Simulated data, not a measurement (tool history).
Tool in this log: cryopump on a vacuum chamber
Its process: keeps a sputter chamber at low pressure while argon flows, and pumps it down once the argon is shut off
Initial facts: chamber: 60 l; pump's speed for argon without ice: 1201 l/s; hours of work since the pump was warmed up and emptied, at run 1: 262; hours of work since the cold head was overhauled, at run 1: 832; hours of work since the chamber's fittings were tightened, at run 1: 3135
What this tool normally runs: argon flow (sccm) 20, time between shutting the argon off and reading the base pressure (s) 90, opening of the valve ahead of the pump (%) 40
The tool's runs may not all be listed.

run    hour  argon flow (sccm)  time between shutting the argon off and reading the base pressure (s)  opening of the valve ahead of the pump (%)  hours of work since the pump was warmed up and emptied  hours of work since the cold head was overhauled  hours of work since the chamber's fittings were tightened  pressure while argon flows (Pa)  pressure after the wait (uPa)
  1       0                 20                                                                     90                                          40                                                     262                                               832                                                       3135                           0.0764                           1.72
  2   124.9                 20                                                                     90                                          40                                                     336                                               906                                                       3209                           0.0786                           1.76
  3   229.8                 20                                                                     90                                          40                                                     398                                               968                                                       3272                           0.0789                           1.78
  4   308.9                 20                                                                     90                                          40                                                     445                                              1015                                                       3318                           0.0811                           1.86
  5   425.5                 20                                                                     90                                          40                                                     515                                              1084                                                       3388                           0.0835                           1.87
      510.2  -- pump warmed up, emptied and cooled again
  6   543.4                 29                                                                     90                                          40                                                      20                                              1151                                                       3455                            0.104                           1.64
  7   634.5                 29                                                                     90                                          40                                                      74                                              1205                                                       3509                            0.105                           1.63
  8     699                 25                                                                     63                                          40                                                     112                                              1243                                                       3547                           0.0918                           2.13
  9   816.7                 39                                                                    155                                          51                                                     182                                              1313                                                       3617                           0.1162                            1.3
 10   945.5                 26                                                                     26                                          25                                                     258                                              1390                                                       3693                           0.1549                           4.27
 11  1057.7                 15                                                                     38                                          52                                                     325                                              1456                                                       3759                           0.0461                           3.17
 12  1162.9                 30                                                                     34                                          21                                                     387                                              1518                                                       3822                           0.2161                           3.52
 13  1234.9                 30                                                                     34                                          21                                                     430                                              1561                                                       3865                           0.2192                           3.63

Alternative continuations, all from the tool just after run 13; predict every row:
  A  1289.9                 18                                                                    185                                          56                                                     462                                              1594                                                       3897                                ?                              ?
  B  1289.9                 30                                                                     34                                          19                                                     462                                              1594                                                       3897                                ?                              ?
  C  1289.9                 30                                                                     34                                          22                                                     462                                              1594                                                       3897                                ?                              ?
  D  1289.9                 33                                                                     90                                          40                                                     462                                              1594                                                       3897                                ?                              ?

run  pressure while argon flows (Pa)  pressure after the wait (uPa)
  A                           0.0564                           1.41
  B                           0.2401                            3.7
  C                           0.2107                            3.6
  D                           0.1371                           1.89
The same runs, with their run-to-run variation unchanged, on a tool lacking any hidden condition would have given:
run  pressure while argon flows (Pa)  pressure after the wait (uPa)
  A                           0.0452                           0.79
  B                           0.2217                           3.07
  C                           0.1922                           2.99
  D                           0.1166                           1.28
